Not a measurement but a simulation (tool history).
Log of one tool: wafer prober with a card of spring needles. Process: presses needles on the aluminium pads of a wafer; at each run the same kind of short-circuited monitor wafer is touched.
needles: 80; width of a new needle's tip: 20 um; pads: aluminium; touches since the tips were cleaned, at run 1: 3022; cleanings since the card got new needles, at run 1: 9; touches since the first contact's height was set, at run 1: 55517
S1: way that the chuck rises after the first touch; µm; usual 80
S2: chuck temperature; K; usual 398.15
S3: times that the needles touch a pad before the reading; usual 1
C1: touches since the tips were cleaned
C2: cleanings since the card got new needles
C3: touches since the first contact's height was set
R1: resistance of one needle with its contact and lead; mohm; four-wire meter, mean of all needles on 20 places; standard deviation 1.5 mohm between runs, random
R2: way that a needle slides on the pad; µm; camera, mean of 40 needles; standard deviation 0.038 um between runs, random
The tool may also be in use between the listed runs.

Run 1, hour 0.0: usual settings; C1 3022; C2 9; C3 55517. Result: R1 211 mohm, R2 11.48 µm.
At hour 7.4: tips cleaned on abrasive film.
Run 2, hour 14.7: usual settings; C1 2002; C2 10; C3 59507. Result: R1 188 mohm, R2 11.41 µm.
At hour 25.4: tips cleaned on abrasive film.
Run 3, hour 29.6: usual settings; C1 1153; C2 11; C3 63555. Result: R1 166 mohm, R2 11.37 µm.
Run 4, hour 39.5: usual settings; C1 3840; C2 11; C3 66242. Result: R1 218 mohm, R2 11.39 µm.
At hour 43.2: tips cleaned on abrasive film.
Run 5, hour 58.0: usual settings; C1 4065; C2 12; C3 71289. Result: R1 225 mohm, R2 11.30 µm.
At hour 61.6: tips cleaned on abrasive film.
Run 6, hour 68.9: usual settings; C1 1987; C2 13; C3 74225. Result: R1 186 mohm, R2 11.36 µm.
At hour 80.5: tips cleaned on abrasive film.
Run 7, hour 86.4: usual settings; C1 1623; C2 14; C3 78991. Result: R1 182 mohm, R2 11.36 µm.
At hour 98.9: tips cleaned on abrasive film.
Run 8, hour 100.9: usual settings but S1 95 µm; C1 552; C2 15; C3 82909. Result: R1 143 mohm, R2 13.42 µm.
Run 9, hour 115.0: usual settings but S2 394.15 K; C1 4418; C2 15; C3 86775. Result: R1 230 mohm, R2 11.29 µm.
At hour 117.4: tips cleaned on abrasive film.
Run 10, hour 131.1: usual settings but S2 394.15 K; C1 3737; C2 16; C3 91141. Result: R1 220 mohm, R2 11.25 µm.
At hour 136.2: tips cleaned on abrasive film.
Run 11, hour 142.5: usual settings but S2 394.15 K; C1 1712; C2 17; C3 94207. Result: R1 183 mohm, R2 11.33 µm.
Run 12, hour 150.8: usual settings but S2 394.15 K; C1 3986; C2 17; C3 96481. Result: R1 222 mohm, R2 11.29 µm.
At hour 155.2: tips cleaned on abrasive film.
Run 13, hour 169.5: usual settings but S2 394.15 K; C1 3921; C2 18; C3 101570. Result: R1 224 mohm, R2 11.25 µm.
At hour 172.9: tips cleaned on abrasive film.
Run 14, hour 185.5: usual settings but S2 372.15 K; C1 3419; C2 19; C3 105897. Result: R1 219 mohm, R2 11.20 µm.
At hour 190.7: tips cleaned on abrasive film.
Run 15, hour 204.1: usual settings but S1 79 µm, S2 317.15 K; C1 3654; C2 20; C3 110960. Result: R1 225 mohm, R2 11.11 µm.
At hour 209.8: tips cleaned on abrasive film.
Run 16, hour 219.3: usual settings but S1 64 µm, S2 305.15 K, S3 2; C1 2570; C2 21; C3 115075. Result: R1 197 mohm, R2 8.92 µm.
At hour 228.0: tips cleaned on abrasive film.
Run 17, hour 230.8: usual settings but S1 64 µm, S2 305.15 K, S3 2; C1 762; C2 22; C3 118201. Result: R1 153 mohm, R2 8.89 µm.
At hour 246.5: tips cleaned on abrasive film.
Run 18, hour 249.6: usual settings but S1 64 µm, S2 305.15 K, S3 2; C1 828; C2 23; C3 123296. Result: R1 163 mohm, R2 8.87 µm.
At hour 264.4: tips cleaned on abrasive film.
Run 19, hour 264.9: usual settings but S1 64 µm, S2 305.15 K, S3 2; C1 140; C2 24; C3 127465. Result: R1 136 mohm, R2 8.84 µm.
Run 20, hour 277.8: usual settings but S2 303.15 K, S3 2; C1 3662; C2 24; C3 130987. Result: R1 181 mohm, R2 11.21 µm.
At hour 283.3: tips cleaned on abrasive film.
Run 21, hour 291.0: usual settings but S1 70 µm, S2 299.15 K, S3 2; C1 2096; C2 25; C3 134559. Result: R1 178 mohm, R2 9.73 µm.

Entry by entry between the runs, the difference in hidden state between the last listed run before and the first listed run after:
After run 1, before run 2: tips cleaned on abrasive film (hour 7.4)
  debris on the tips, nm: 58.4 -> 41.6; way that the needles fall short of the set height, um: 0.98 -> 1.11; tips' diameter, um: 20.34 -> 20.39
  measured value less the no-hidden-state value, R1: +76 -> +55 mohm; R2: -0.14 -> -0.16 µm
After run 2, before run 3: tips cleaned on abrasive film (hour 25.4)
  debris on the tips, nm: 41.6 -> 25.4; way that the needles fall short of the set height, um: 1.11 -> 1.22; tips' diameter, um: 20.39 -> 20.43
  measured value less the no-hidden-state value, R1: +55 -> +34 mohm; R2: -0.16 -> -0.18 µm
After run 4, before run 5: tips cleaned on abrasive film (hour 43.2)
  debris on the tips, nm: 62.8 -> 68.8; way that the needles fall short of the set height, um: 1.22 -> 1.34; tips' diameter, um: 20.43 -> 20.47
  measured value less the no-hidden-state value, R1: +83 -> +92 mohm; R2: -0.17 -> -0.20 µm
After run 5, before run 6: tips cleaned on abrasive film (hour 61.6)
  debris on the tips, nm: 68.8 -> 40.4; way that the needles fall short of the set height, um: 1.34 -> 1.49; tips' diameter, um: 20.47 -> 20.52
  measured value less the no-hidden-state value, R1: +92 -> +54 mohm; R2: -0.20 -> -0.21 µm
After run 6, before run 7: tips cleaned on abrasive film (hour 80.5)
  debris on the tips, nm: 40.4 -> 36.5; way that the needles fall short of the set height, um: 1.49 -> 1.62; tips' diameter, um: 20.52 -> 20.57
  measured value less the no-hidden-state value, R1: +54 -> +49 mohm; R2: -0.21 -> -0.23 µm
After run 7, before run 8: tips cleaned on abrasive film (hour 98.9)
  debris on the tips, nm: 36.5 -> 15; way that the needles fall short of the set height, um: 1.62 -> 1.7; tips' diameter, um: 20.57 -> 20.6
  measured value less the no-hidden-state value, R1: +49 -> +16 mohm; R2: -0.23 -> -0.24 µm
After run 9, before run 10: tips cleaned on abrasive film (hour 117.4)
  debris on the tips, nm: 71.9 -> 66.1; way that the needles fall short of the set height, um: 1.7 -> 1.8; tips' diameter, um: 20.6 -> 20.63
  measured value less the no-hidden-state value, R1: +97 -> +90 mohm; R2: -0.25 -> -0.26 µm
After run 10, before run 11: tips cleaned on abrasive film (hour 136.2)
  debris on the tips, nm: 66.1 -> 36.9; way that the needles fall short of the set height, um: 1.8 -> 1.89; tips' diameter, um: 20.63 -> 20.66
  measured value less the no-hidden-state value, R1: +90 -> +51 mohm; R2: -0.26 -> -0.27 µm
After run 12, before run 13: tips cleaned on abrasive film (hour 155.2)
  debris on the tips, nm: 66 -> 66.8; way that the needles fall short of the set height, um: 1.89 -> 2; tips' diameter, um: 20.66 -> 20.7
  measured value less the no-hidden-state value, R1: +91 -> +92 mohm; R2: -0.28 -> -0.29 µm
After run 13, before run 14: tips cleaned on abrasive film (hour 172.9)
  debris on the tips, nm: 66.8 -> 63.1; way that the needles fall short of the set height, um: 2 -> 2.09; tips' diameter, um: 20.7 -> 20.73
  measured value less the no-hidden-state value, R1: +92 -> +91 mohm; R2: -0.29 -> -0.30 µm
After run 14, before run 15: tips cleaned on abrasive film (hour 190.7)
  debris on the tips, nm: 63.1 -> 65.4; way that the needles fall short of the set height, um: 2.09 -> 2.19; tips' diameter, um: 20.73 -> 20.76
  measured value less the no-hidden-state value, R1: +91 -> +106 mohm; R2: -0.30 -> -0.31 µm
After run 15, before run 16: tips cleaned on abrasive film (hour 209.8)
  debris on the tips, nm: 65.4 -> 48.4; way that the needles fall short of the set height, um: 2.19 -> 2.3; tips' diameter, um: 20.76 -> 20.81
  measured value less the no-hidden-state value, R1: +106 -> +74 mohm; R2: -0.31 -> -0.34 µm
After run 16, before run 17: tips cleaned on abrasive film (hour 228.0)
  debris on the tips, nm: 48.4 -> 20.4; way that the needles fall short of the set height, um: 2.3 -> 2.39; tips' diameter, um: 20.81 -> 20.83
  measured value less the no-hidden-state value, R1: +74 -> +32 mohm; R2: -0.34 -> -0.34 µm
After run 17, before run 18: tips cleaned on abrasive film (hour 246.5)
  debris on the tips, nm: 20.4 -> 24.1; way that the needles fall short of the set height, um: 2.39 -> 2.5; tips' diameter, um: 20.83 -> 20.87
  measured value less the no-hidden-state value, R1: +32 -> +38 mohm; R2: -0.34 -> -0.36 µm
After run 18, before run 19: tips cleaned on abrasive film (hour 264.4)
  debris on the tips, nm: 24.1 -> 7.9; way that the needles fall short of the set height, um: 2.5 -> 2.58; tips' diameter, um: 20.87 -> 20.9
  measured value less the no-hidden-state value, R1: +38 -> +14 mohm; R2: -0.36 -> -0.37 µm
After run 20, before run 21: tips cleaned on abrasive film (hour 283.3)
  debris on the tips, nm: 62.9 -> 43.3; way that the needles fall short of the set height, um: 2.58 -> 2.67; tips' diameter, um: 20.9 -> 20.93
  measured value less the no-hidden-state value, R1: +63 -> +57 mohm; R2: -0.37 -> -0.39 µm
